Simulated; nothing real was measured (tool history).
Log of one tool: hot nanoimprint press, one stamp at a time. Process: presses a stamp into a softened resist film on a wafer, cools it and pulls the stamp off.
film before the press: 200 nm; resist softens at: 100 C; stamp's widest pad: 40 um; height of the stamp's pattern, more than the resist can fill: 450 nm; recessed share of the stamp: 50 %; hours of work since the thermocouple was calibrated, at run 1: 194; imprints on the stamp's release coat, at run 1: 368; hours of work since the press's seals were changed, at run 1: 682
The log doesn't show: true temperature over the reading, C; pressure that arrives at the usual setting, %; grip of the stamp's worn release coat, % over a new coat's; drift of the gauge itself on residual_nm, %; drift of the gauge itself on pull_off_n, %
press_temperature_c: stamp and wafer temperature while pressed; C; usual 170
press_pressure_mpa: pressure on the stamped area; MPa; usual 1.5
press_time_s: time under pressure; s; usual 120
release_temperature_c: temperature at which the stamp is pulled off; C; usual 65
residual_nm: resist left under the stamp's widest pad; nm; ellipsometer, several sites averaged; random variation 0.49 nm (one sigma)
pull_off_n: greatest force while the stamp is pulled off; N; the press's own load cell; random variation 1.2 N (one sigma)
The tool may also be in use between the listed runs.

| run | hour | press_temperature_c | press_pressure_mpa | press_time_s | release_temperature_c | hours of work since the thermocouple was calibrated | imprints on the stamp's release coat | hours of work since the press's seals were changed | residual_nm | pull_off_n |
|---|---|---|---|---|---|---|---|---|---|---|
| 1 | 0 | 170 | 1.5 | 120 | 65 | 194 | 368 | 682 | 120 | 177 |
| 2 | 19.3 | 170 | 1.5 | 138 | 65 | 208 | 417 | 695 | 115.7 | 181 |
| 3 | 43.9 | 170 | 1.24 | 120 | 65 | 225 | 478 | 713 | 130.6 | 183 |
| 4 | 68.7 | 170 | 1.24 | 120 | 65 | 243 | 540 | 731 | 132.1 | 183 |
|  | 77.2 | stamp cleaned and given a new release coat |
| 5 | 105.6 | 165 | 1.5 | 120 | 65 | 265 | 71 | 753 | 140 | 172 |
| 6 | 132.4 | 170 | 1.5 | 104 | 65 | 284 | 138 | 772 | 126.3 | 172 |
| 7 | 147.9 | 170 | 1.5 | 120 | 65 | 295 | 177 | 783 | 121.6 | 175 |
| 8 | 164.2 | 170 | 1.5 | 120 | 65 | 307 | 217 | 795 | 121.5 | 174 |
| 9 | 194.1 | 170 | 1.5 | 120 | 65 | 328 | 292 | 816 | 122 | 179 |
| 10 | 217.7 | 170 | 1.5 | 120 | 65 | 345 | 351 | 833 | 122.3 | 183 |
| 11 | 232.3 | 170 | 1.5 | 120 | 65 | 355 | 387 | 843 | 123.4 | 181 |
| 12 | 261.7 | 170 | 1.5 | 120 | 65 | 376 | 460 | 864 | 122.6 | 184 |
| 13 | 290.9 | 170 | 1.63 | 81 | 65 | 397 | 533 | 885 | 131.9 | 188 |
|  | 296.2 | plate thermocouple calibrated |
|  | 305.6 | stamp cleaned and given a new release coat |
| 14 | 324 | 161 | 1.63 | 81 | 65 | 16 | 45 | 903 | 166.5 | 175 |
| 15 | 348.8 | 161 | 1.63 | 81 | 63 | 33 | 107 | 920 | 166.3 | 184 |
| 16 | 362.2 | 161 | 1.63 | 81 | 63 | 43 | 141 | 930 | 166.7 | 186 |
| 17 | 377.2 | 171 | 1.17 | 144 | 65 | 54 | 178 | 941 | 128.9 | 182 |
|  | 408.5 | plate thermocouple calibrated, once more |
| 18 | 409 | 170 | 1.5 | 126 | 65 | 0 | 250 | 961 | 119.5 | 176 |
| 19 | 432.4 | 170 | 1.5 | 126 | 65 | 17 | 309 | 978 | 118.9 | 176 |

Forecast each of these 5 alternatives for the next run:
| A | 448.3 | 171 | 0.99 | 126 | 65 | 28 | 348 | 989 | ? | ? |
| B | 448.3 | 170 | 1.06 | 126 | 65 | 28 | 348 | 989 | ? | ? |
| C | 448.3 | 170 | 2.35 | 120 | 65 | 28 | 348 | 989 | ? | ? |
| D | 448.3 | 165 | 1.5 | 126 | 64 | 28 | 348 | 989 | ? | ? |
| E | 448.3 | 170 | 1.5 | 126 | 69 | 28 | 348 | 989 | ? | ? |

| run | residual_nm | pull_off_n |
|---|---|---|
| A | 136.6 | 180 |
| B | 136.9 | 176 |
| C | 97.2 | 180 |
| D | 138.3 | 180 |
| E | 118.5 | 160 |
Without the tool's hidden state the same runs would have given:
| run | residual_nm | pull_off_n |
|---|---|---|
| A | 133.9 | 169 |
| B | 134.2 | 165 |
| C | 92.5 | 169 |
| D | 134.8 | 169 |
| E | 115 | 150 |
